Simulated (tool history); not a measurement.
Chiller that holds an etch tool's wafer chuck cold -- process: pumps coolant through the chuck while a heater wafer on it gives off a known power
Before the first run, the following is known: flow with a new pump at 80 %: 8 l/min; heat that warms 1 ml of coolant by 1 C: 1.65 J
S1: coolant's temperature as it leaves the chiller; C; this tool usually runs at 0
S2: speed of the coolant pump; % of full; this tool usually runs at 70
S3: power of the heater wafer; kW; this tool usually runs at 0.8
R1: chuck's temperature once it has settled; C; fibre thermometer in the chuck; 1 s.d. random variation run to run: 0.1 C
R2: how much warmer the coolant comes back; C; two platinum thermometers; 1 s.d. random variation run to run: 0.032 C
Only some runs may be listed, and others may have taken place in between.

{"run": 1, "day": 0.0, "S1": 0, "S2": 70, "S3": 0.8, "R1": 10.1, "R2": 4.17}
{"run": 2, "day": 1.033, "S1": 0, "S2": 70, "S3": 0.8, "R1": 10.1, "R2": 4.14}
{"run": 3, "day": 2.7, "S1": 0, "S2": 70, "S3": 0.8, "R1": 10.3, "R2": 4.11}
{"run": 4, "day": 4.642, "S1": 0, "S2": 70, "S3": 0.55, "R1": 7.1, "R2": 2.85}
{"run": 5, "day": 6.529, "S1": 0, "S2": 70, "S3": 0.8, "R1": 10.3, "R2": 4.22}
{"day": 6.754, "done": "chiller's thermometer calibrated"}
{"run": 6, "day": 7.712, "S1": 0, "S2": 70, "S3": 0.8, "R1": 10.3, "R2": 4.12}
{"run": 7, "day": 8.917, "S1": -7, "S2": 68, "S3": 0.998, "R1": 6.1, "R2": 5.33}
{"run": 8, "day": 11.183, "S1": -4, "S2": 77, "S3": 1.082, "R1": 8.8, "R2": 5.14}
{"day": 11.858, "done": "chiller's thermometer calibrated, once more"}
{"run": 9, "day": 12.625, "S1": -4, "S2": 89, "S3": 0.506, "R1": 1.3, "R2": 2.08}
{"run": 10, "day": 14.917, "S1": 10, "S2": 89, "S3": 0.751, "R1": 17.6, "R2": 3.18}
{"run": 11, "day": 15.933, "S1": 10, "S2": 68, "S3": 0.852, "R1": 21.1, "R2": 4.63}
{"run": 12, "day": 17.462, "S1": 8, "S2": 69, "S3": 1.057, "R1": 21.6, "R2": 5.59}

5 options for the next run, each taken on its own from the tool as it stands now. Forecast them:
{"run": "A", "day": 18.967, "S1": 1, "S2": 64, "S3": 0.838, "R1": "?", "R2": "?"}
{"run": "B", "day": 18.967, "S1": 0, "S2": 65, "S3": 1.057, "R1": "?", "R2": "?"}
{"run": "C", "day": 18.967, "S1": 8, "S2": 65, "S3": 1.057, "R1": "?", "R2": "?"}
{"run": "D", "day": 18.967, "S1": 8, "S2": 91, "S3": 1.057, "R1": "?", "R2": "?"}
{"run": "E", "day": 18.967, "S1": 10, "S2": 69, "S3": 1.057, "R1": "?", "R2": "?"}

run=A R1=12.5 R2=4.78
run=B R1=14.3 R2=5.99
run=C R1=22.2 R2=6.02
run=D R1=18.6 R2=4.33
run=E R1=23.6 R2=5.64
What these runs would have given with no unlogged condition in the tool:
run=A R1=11.7 R2=4.71
run=B R1=13.3 R2=5.91
run=C R1=21.1 R2=5.93
run=D R1=17.8 R2=4.27
run=E R1=22.6 R2=5.56
